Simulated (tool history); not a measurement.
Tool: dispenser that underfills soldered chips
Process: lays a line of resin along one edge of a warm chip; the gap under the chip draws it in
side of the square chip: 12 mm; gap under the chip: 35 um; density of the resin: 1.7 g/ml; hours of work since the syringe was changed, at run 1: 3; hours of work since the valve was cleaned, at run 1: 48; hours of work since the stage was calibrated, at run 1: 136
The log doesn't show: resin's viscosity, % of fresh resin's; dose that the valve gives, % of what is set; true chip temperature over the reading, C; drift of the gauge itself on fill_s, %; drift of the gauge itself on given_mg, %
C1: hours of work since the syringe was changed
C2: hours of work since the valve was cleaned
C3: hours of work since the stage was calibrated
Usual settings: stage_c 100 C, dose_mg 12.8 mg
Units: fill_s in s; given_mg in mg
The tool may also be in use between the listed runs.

run 1 day=0 | stage_c=100 dose_mg=12.8 | C1=3 C2=48 C3=136 | fill_s=186.6 given_mg=12.5
-- day=0.212 dispensing valve cleaned and set on the balance
-- day=0.438 new syringe of resin
run 2 day=0.438 | stage_c=96 dose_mg=12.8 | C1=0 C2=4 C3=143 | fill_s=199.1 given_mg=12.75
run 3 day=0.704 | stage_c=96 dose_mg=12.8 | C1=5 C2=8 C3=147 | fill_s=236.6 given_mg=12.71
-- day=0.983 new syringe of resin
run 4 day=1 | stage_c=96 dose_mg=12.8 | C1=0 C2=13 C3=152 | fill_s=197.5 given_mg=12.71
run 5 day=1.325 | stage_c=97 dose_mg=12.8 | C1=6 C2=19 C3=158 | fill_s=234.9 given_mg=12.65
-- day=1.529 new syringe of resin
run 6 day=1.817 | stage_c=97 dose_mg=12.8 | C1=5 C2=27 C3=166 | fill_s=229.9 given_mg=12.63
-- day=2.062 new syringe of resin
run 7 day=2.283 | stage_c=97 dose_mg=12.8 | C1=4 C2=35 C3=174 | fill_s=214.7 given_mg=12.54
-- day=2.621 new syringe of resin
run 8 day=2.667 | stage_c=95 dose_mg=14.4 | C1=1 C2=42 C3=181 | fill_s=202.1 given_mg=14.02
run 9 day=3.092 | stage_c=86 dose_mg=12.6 | C1=8 C2=49 C3=188 | fill_s=386.1 given_mg=12.26
-- day=3.142 new syringe of resin
-- day=3.212 dispensing valve cleaned and set on the balance
run 10 day=3.6 | stage_c=86 dose_mg=13 | C1=7 C2=7 C3=196 | fill_s=371 given_mg=12.95
-- day=3.717 new syringe of resin
run 11 day=4.029 | stage_c=100 dose_mg=12.1 | C1=6 C2=14 C3=204 | fill_s=213.7 given_mg=12.05
-- day=4.254 new syringe of resin
run 12 day=4.538 | stage_c=100 dose_mg=12.1 | C1=5 C2=23 C3=212 | fill_s=204.6 given_mg=12.02
-- day=4.808 new syringe of resin
run 13 day=5.012 | stage_c=109 dose_mg=12.1 | C1=4 C2=31 C3=220 | fill_s=141.9 given_mg=11.91
run 14 day=5.254 | stage_c=109 dose_mg=12.1 | C1=8 C2=35 C3=225 | fill_s=165.5 given_mg=11.84

The same runs without the tool's hidden state, with the same run-to-run variation:
run=1 fill_s=173.3 given_mg=12.82
run=2 fill_s=204.9 given_mg=12.78
run=3 fill_s=204.5 given_mg=12.77
run=4 fill_s=201 given_mg=12.81
run=5 fill_s=193.1 given_mg=12.79
run=6 fill_s=196.8 given_mg=12.83
run=7 fill_s=192.4 given_mg=12.8
run=8 fill_s=204.4 given_mg=14.36
run=9 fill_s=295.4 given_mg=12.61
run=10 fill_s=292.6 given_mg=12.99
run=11 fill_s=179.7 given_mg=12.13
run=12 fill_s=175.7 given_mg=12.15
run=13 fill_s=130.2 given_mg=12.1
run=14 fill_s=129.4 given_mg=12.06

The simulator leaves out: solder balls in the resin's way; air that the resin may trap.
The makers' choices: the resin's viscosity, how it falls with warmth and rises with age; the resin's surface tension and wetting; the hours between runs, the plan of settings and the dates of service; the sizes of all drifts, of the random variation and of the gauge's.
